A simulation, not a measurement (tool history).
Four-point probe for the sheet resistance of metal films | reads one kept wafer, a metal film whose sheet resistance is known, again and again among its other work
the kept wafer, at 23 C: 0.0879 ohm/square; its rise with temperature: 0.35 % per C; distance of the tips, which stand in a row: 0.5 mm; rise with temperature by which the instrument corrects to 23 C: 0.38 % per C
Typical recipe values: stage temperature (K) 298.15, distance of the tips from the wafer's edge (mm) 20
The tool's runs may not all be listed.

run,hour,stage temperature (K),distance of the tips from the wafer's edge (mm),sheet resistance as the instrument gives it (ohm/square)
1,0,298.15,20,0.088309
2,48.1,298.15,20,0.088343
3,112.9,298.15,20,0.088329
4,183.3,298.15,20,0.08836
# hour 258.9: stage's thermometer calibrated
5,291.2,298.15,20,0.088193
6,377.8,298.15,20,0.088225
7,487.3,298.15,20,0.088224
8,596.4,294.15,20,0.088344
9,683.7,294.15,17,0.088358
10,763.5,293.15,9,0.088511
11,863.4,293.15,9,0.088527
12,930.9,293.15,9,0.088565
13,978.8,294.15,7,0.088651

Consider 3 possible next runs. They are alternatives, not a sequence: every one starts from the tool as it was left by run 13. What does each give?
A,1059.6,300.15,13,?
B,1059.6,299.15,59,?
C,1059.6,293.15,4,?

run,sheet resistance as the instrument gives it (ohm/square)
A,0.088326
B,0.088284
C,0.08918
The same runs, with their run-to-run variation unchanged, on a tool lacking any hidden condition would have given:
run,sheet resistance as the instrument gives it (ohm/square)
A,0.087865
B,0.087823
C,0.088713

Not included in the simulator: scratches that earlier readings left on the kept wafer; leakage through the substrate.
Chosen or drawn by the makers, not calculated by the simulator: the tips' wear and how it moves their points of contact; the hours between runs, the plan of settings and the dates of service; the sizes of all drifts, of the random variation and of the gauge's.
